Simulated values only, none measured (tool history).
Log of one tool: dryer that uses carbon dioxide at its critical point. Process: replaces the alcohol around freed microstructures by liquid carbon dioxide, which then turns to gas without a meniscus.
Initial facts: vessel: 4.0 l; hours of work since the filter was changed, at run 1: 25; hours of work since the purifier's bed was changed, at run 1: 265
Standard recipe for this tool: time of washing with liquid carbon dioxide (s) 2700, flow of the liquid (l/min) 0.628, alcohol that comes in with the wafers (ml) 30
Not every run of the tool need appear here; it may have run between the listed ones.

run	day	time of washing with liquid carbon dioxide (s)	flow of the liquid (l/min)	alcohol that comes in with the wafers (ml)	hours of work since the filter was changed	hours of work since the purifier's bed was changed	alcohol left in the vessel before it's heated (ppm by volume)
1	0	2700	0.628	30	25	265	98
2	1.583	2700	0.628	30	51	291	88
3	3.521	2700	0.628	30	83	323	97
4	4.883	2700	0.628	24	105	345	96
5	7.225	2700	0.628	24	143	383	106
# day 8.508: inlet filter changed
6	8.788	2700	0.628	30	5	408	96
7	10.142	2700	0.628	30	27	430	102
8	12.85	2700	0.628	21	71	474	104
9	14.746	2700	0.628	21	102	505	101
10	16.738	2700	0.954	30	134	538	77
11	18.021	2700	0.954	30	155	559	73
# day 18.562: inlet filter changed
12	20.642	2700	1.008	30	34	601	87
13	21.75	2700	1.008	30	52	619	79
14	23.396	2700	1.008	30	79	646	75
15	24.629	2700	1.008	30	99	666	71
16	25.767	2700	0.494	30	118	685	276
17	28.488	2700	0.494	30	162	729	290
# day 28.675: inlet filter changed
18	30.046	2700	0.494	30	22	754	223
19	32.421	2700	0.494	30	61	793	254
20	33.779	2700	0.494	73	83	815	514
21	35.954	2700	0.628	30	119	850	160
22	37.212	2700	0.628	30	139	871	153
# day 38.767: inlet filter changed
23	39.608	2700	0.628	30	14	909	148
24	41.025	2820	0.628	30	37	932	144
25	42.3	2820	0.628	30	58	953	146
26	44.721	2880	0.864	44	97	993	124
27	46.2	1680	0.986	70	121	1017	302
28	47.725	1680	0.986	70	146	1042	307
# day 48.071: purifier's bed changed
# day 48.929: inlet filter changed
29	50.429	1680	0.986	70	24	38	158
30	52.379	2220	0.986	70	56	70	45
31	54.229	2220	0.986	70	87	100	58
32	56.621	2340	1.037	40	126	139	36
33	57.933	2220	0.791	21	147	160	73
# day 59.004: inlet filter changed
34	59.758	4200	0.923	38	12	190	28
35	62.338	4200	0.923	38	54	232	32
36	64.083	4140	0.638	30	83	260	39
37	65.45	1800	0.87	64	105	283	255
38	68.15	1800	0.87	64	149	327	275
# day 69.129: inlet filter changed
39	69.825	3540	0.497	23	11	353	74
40	72.088	3540	0.497	23	48	390	80
41	74.55	1920	0.493	30	89	430	598
42	76.479	1920	0.493	30	120	462	614
43	78.554	1920	0.634	30	154	496	342
# day 79.167: inlet filter changed
44	80.538	3660	0.499	30	22	528	94
45	82.983	2700	0.628	37	62	568	149
46	84.083	2700	0.628	37	80	586	141
47	86.083	2280	0.76	107	113	618	309

Take each entry between the runs: how does the hidden state at the last listed run before it differ from the hidden state at the first listed run after it?
Run 5 -> run 6: inlet filter changed (day 8.508)
  flow that reaches the vessel past the clogged filter, %: 90.6 -> 99.6; alcohol in the recycled carbon dioxide, ppm: 43.8 -> 46.2
  measured value less the no-hidden-state value, alcohol left in the vessel before it's heated (ppm by volume): +62 -> +42
Run 11 -> run 12: inlet filter changed (day 18.562)
  flow that reaches the vessel past the clogged filter, %: 90 -> 97.7; alcohol in the recycled carbon dioxide, ppm: 61 -> 65.2
  measured value less the no-hidden-state value, alcohol left in the vessel before it's heated (ppm by volume): +61 -> +61
Run 17 -> run 18: inlet filter changed (day 28.675)
  flow that reaches the vessel past the clogged filter, %: 89.9 -> 98.6; alcohol in the recycled carbon dioxide, ppm: 77.7 -> 80.1
  measured value less the no-hidden-state value, alcohol left in the vessel before it's heated (ppm by volume): +145 -> +82
Run 22 -> run 23: inlet filter changed (day 38.767)
  flow that reaches the vessel past the clogged filter, %: 91.3 -> 99; alcohol in the recycled carbon dioxide, ppm: 91.7 -> 95.2
  measured value less the no-hidden-state value, alcohol left in the vessel before it's heated (ppm by volume): +111 -> +91
Run 28 -> run 29: purifier's bed changed (day 48.071); inlet filter changed (day 48.929)
  flow that reaches the vessel past the clogged filter, %: 91.3 -> 98.2; alcohol in the recycled carbon dioxide, ppm: 108.5 -> 9.5
  measured value less the no-hidden-state value, alcohol left in the vessel before it's heated (ppm by volume): +175 -> +16
Run 33 -> run 34: inlet filter changed (day 59.004)
  flow that reaches the vessel past the clogged filter, %: 90.6 -> 99; alcohol in the recycled carbon dioxide, ppm: 22.2 -> 24.8
  measured value less the no-hidden-state value, alcohol left in the vessel before it's heated (ppm by volume): +36 -> +20
Run 38 -> run 39: inlet filter changed (day 69.129)
  flow that reaches the vessel past the clogged filter, %: 91 -> 99.2; alcohol in the recycled carbon dioxide, ppm: 38.3 -> 40.8
  measured value less the no-hidden-state value, alcohol left in the vessel before it's heated (ppm by volume): +113 -> +37
Run 43 -> run 44: inlet filter changed (day 79.167)
  flow that reaches the vessel past the clogged filter, %: 90.6 -> 97.8; alcohol in the recycled carbon dioxide, ppm: 54.8 -> 57.8
  measured value less the no-hidden-state value, alcohol left in the vessel before it's heated (ppm by volume): +132 -> +57
